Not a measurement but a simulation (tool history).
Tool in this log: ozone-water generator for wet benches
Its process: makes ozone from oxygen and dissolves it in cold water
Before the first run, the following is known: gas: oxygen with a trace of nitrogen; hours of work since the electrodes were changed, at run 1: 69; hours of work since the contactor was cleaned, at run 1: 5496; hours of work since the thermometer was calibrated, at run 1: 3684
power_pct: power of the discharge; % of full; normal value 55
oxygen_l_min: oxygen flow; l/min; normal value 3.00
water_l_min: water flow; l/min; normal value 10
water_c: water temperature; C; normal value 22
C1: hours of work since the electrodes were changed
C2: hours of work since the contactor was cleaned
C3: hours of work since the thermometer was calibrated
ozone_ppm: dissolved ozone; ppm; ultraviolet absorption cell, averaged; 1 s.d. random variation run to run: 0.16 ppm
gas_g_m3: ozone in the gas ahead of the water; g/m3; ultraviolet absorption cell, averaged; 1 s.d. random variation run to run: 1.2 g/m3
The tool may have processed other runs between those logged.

{"run": 1, "hour": 0.0, "power_pct": 55, "oxygen_l_min": 3.0, "water_l_min": 10, "water_c": 22, "C1": 69, "C2": 5496, "C3": 3684, "ozone_ppm": 21.2, "gas_g_m3": 217.6}
{"run": 2, "hour": 31.3, "power_pct": 53, "oxygen_l_min": 3.0, "water_l_min": 10, "water_c": 22, "C1": 89, "C2": 5516, "C3": 3704, "ozone_ppm": 20.6, "gas_g_m3": 214.8}
{"run": 3, "hour": 47.0, "power_pct": 53, "oxygen_l_min": 1.93, "water_l_min": 10, "water_c": 22, "C1": 99, "C2": 5526, "C3": 3714, "ozone_ppm": 19.1, "gas_g_m3": 248.4}
{"run": 4, "hour": 60.7, "power_pct": 55, "oxygen_l_min": 3.0, "water_l_min": 10, "water_c": 15, "C1": 108, "C2": 5535, "C3": 3723, "ozone_ppm": 23.8, "gas_g_m3": 218.0}
{"run": 5, "hour": 90.2, "power_pct": 55, "oxygen_l_min": 3.0, "water_l_min": 10, "water_c": 15, "C1": 127, "C2": 5554, "C3": 3742, "ozone_ppm": 23.6, "gas_g_m3": 218.5}
{"run": 6, "hour": 117.3, "power_pct": 53, "oxygen_l_min": 3.0, "water_l_min": 10, "water_c": 15, "C1": 145, "C2": 5572, "C3": 3760, "ozone_ppm": 23.2, "gas_g_m3": 212.7}
{"run": 7, "hour": 138.2, "power_pct": 53, "oxygen_l_min": 3.0, "water_l_min": 10, "water_c": 22, "C1": 158, "C2": 5585, "C3": 3773, "ozone_ppm": 20.4, "gas_g_m3": 212.5}
{"run": 8, "hour": 162.9, "power_pct": 55, "oxygen_l_min": 3.0, "water_l_min": 12, "water_c": 21, "C1": 174, "C2": 5601, "C3": 3789, "ozone_ppm": 18.6, "gas_g_m3": 218.1}
{"run": 9, "hour": 184.4, "power_pct": 55, "oxygen_l_min": 2.5, "water_l_min": 10, "water_c": 22, "C1": 188, "C2": 5615, "C3": 3803, "ozone_ppm": 20.5, "gas_g_m3": 230.4}
{"run": 10, "hour": 209.4, "power_pct": 61, "oxygen_l_min": 1.75, "water_l_min": 15, "water_c": 16, "C1": 204, "C2": 5631, "C3": 3819, "ozone_ppm": 13.9, "gas_g_m3": 282.0}
{"run": 11, "hour": 233.4, "power_pct": 55, "oxygen_l_min": 3.0, "water_l_min": 14, "water_c": 22, "C1": 220, "C2": 5647, "C3": 3835, "ozone_ppm": 15.7, "gas_g_m3": 216.9}
{"run": 12, "hour": 254.4, "power_pct": 55, "oxygen_l_min": 2.76, "water_l_min": 10, "water_c": 25, "C1": 233, "C2": 5661, "C3": 3848, "ozone_ppm": 19.9, "gas_g_m3": 224.0}
{"run": 13, "hour": 280.5, "power_pct": 62, "oxygen_l_min": 3.0, "water_l_min": 7, "water_c": 16, "C1": 250, "C2": 5677, "C3": 3865, "ozone_ppm": 33.6, "gas_g_m3": 233.8}
{"run": 14, "hour": 308.0, "power_pct": 55, "oxygen_l_min": 2.02, "water_l_min": 7, "water_c": 15, "C1": 268, "C2": 5695, "C3": 3883, "ozone_ppm": 29.6, "gas_g_m3": 248.6}

Selected run-to-run steps in gas_g_m3, each split into two signed amounts: the part the tool would show with no hidden state at all (from settings, incoming material and random variation), and the remainder, which goes to the hidden state together with any gauge scatter not common to the measured and the hidden-state-free results:
Unlogged tool condition in this case: yield of the discharge, % of new electrodes'; contactor's efficiency, % of a clean one's; true water temperature over the reading, C; drift of the gauge itself on ozone_ppm, %; drift of the gauge itself on gas_g_m3, %.
Run 9 -> 10: power_pct 55 -> 61, oxygen_l_min 2.50 -> 1.75, water_l_min 10 -> 15, water_c 22 -> 16. gas_g_m3 +51.6 g/m3: hidden state -0.6, all else +52.2.
Run 10 -> 11: power_pct 61 -> 55, oxygen_l_min 1.75 -> 3.00, water_l_min 15 -> 14, water_c 16 -> 22. gas_g_m3 -65.1 g/m3: hidden state +0.3, all else -65.4.

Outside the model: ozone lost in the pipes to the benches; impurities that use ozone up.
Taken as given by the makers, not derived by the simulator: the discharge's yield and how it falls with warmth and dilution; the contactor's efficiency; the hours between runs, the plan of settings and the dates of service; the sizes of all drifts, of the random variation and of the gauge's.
